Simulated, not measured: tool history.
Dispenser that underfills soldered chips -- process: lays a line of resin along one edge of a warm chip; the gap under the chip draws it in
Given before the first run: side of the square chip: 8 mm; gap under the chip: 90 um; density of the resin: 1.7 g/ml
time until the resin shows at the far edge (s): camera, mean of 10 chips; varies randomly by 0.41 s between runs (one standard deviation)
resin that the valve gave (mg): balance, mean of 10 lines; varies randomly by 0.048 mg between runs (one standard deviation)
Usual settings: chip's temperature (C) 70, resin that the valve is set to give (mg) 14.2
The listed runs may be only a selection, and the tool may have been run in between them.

run	day	chip's temperature (C)	resin that the valve is set to give (mg)	time until the resin shows at the far edge (s)	resin that the valve gave (mg)
1	0	70	14.2	49	13.8
# day 0.083: new syringe of resin
2	0.304	70	14.2	37.2	13.65
# day 0.633: new syringe of resin
3	0.633	70	14.2	29.2	13.6
# day 0.738: dispensing valve cleaned and set on the balance
4	0.983	70	14.2	40.4	14.25
5	1.208	70	14.2	51.2	14.26
# day 1.238: new syringe of resin
6	1.55	70	14.2	41.1	13.98
7	1.688	70	14.2	47.8	14.04
# day 1.796: new syringe of resin
8	1.875	66	14.2	36.4	13.91
9	2.112	66	14.2	49.9	13.96
# day 2.354: new syringe of resin
10	2.442	66	14.2	36.6	13.9
11	2.721	70	14.2	43.1	13.88
# day 2.908: new syringe of resin
12	3.058	70	14.2	33.5	13.8
13	3.317	70	15.7	45.2	15.26
# day 3.375: dispensing valve cleaned and set on the balance
# day 3.504: new syringe of resin
14	3.546	70	15.7	30.6	15.61
15	3.704	70	15.7	35.8	15.69
16	3.921	70	15.7	45.7	15.64
# day 4.079: new syringe of resin
17	4.262	63	14.1	48.7	13.95
18	4.504	73	16.7	39.7	16.46
# day 4.633: new syringe of resin
19	4.738	59	14.2	52.1	14
20	5.067	60	13.5	74.2	13.2
# day 5.212: new syringe of resin
21	5.304	58	15.5	54.2	15.02
22	5.542	58	15.5	72	15.1
# day 5.767: new syringe of resin
23	5.833	58	15.5	53.1	14.97
# day 6.025: dispensing valve cleaned and set on the balance
24	6.058	58	15.5	64.6	15.49
25	6.296	58	15.5	84.8	15.45
# day 6.371: new syringe of resin
26	6.529	71	17	33.7	16.91
27	6.775	59	16.3	72.6	16.12
# day 6.925: new syringe of resin
28	7.008	70	12.5	33.3	12.33
29	7.3	55	15.2	85.8	14.98
# day 7.483: new syringe of resin
30	7.604	55	15.2	65.1	14.87
31	7.925	55	15.2	93.5	14.79
# day 8.05: new syringe of resin
32	8.133	82	14	19.5	13.55

What if the next run were any one of these 5? Each begins from the tool's condition after run 32:
A	8.333	59	16.2	?	?
B	8.333	70	15.7	?	?
C	8.333	70	15.9	?	?
D	8.333	58	17.3	?	?
E	8.333	82	15.7	?	?

run	time until the resin shows at the far edge (s)	resin that the valve gave (mg)
A	65	15.73
B	38.8	15.27
C	39.1	15.36
D	67.2	16.76
E	24.2	15.24
The same runs, with their run-to-run variation unchanged, on a tool lacking any hidden condition would have given:
run	time until the resin shows at the far edge (s)	resin that the valve gave (mg)
A	45.1	16.23
B	26.9	15.75
C	27.1	15.84
D	46.7	17.29
E	16.8	15.72
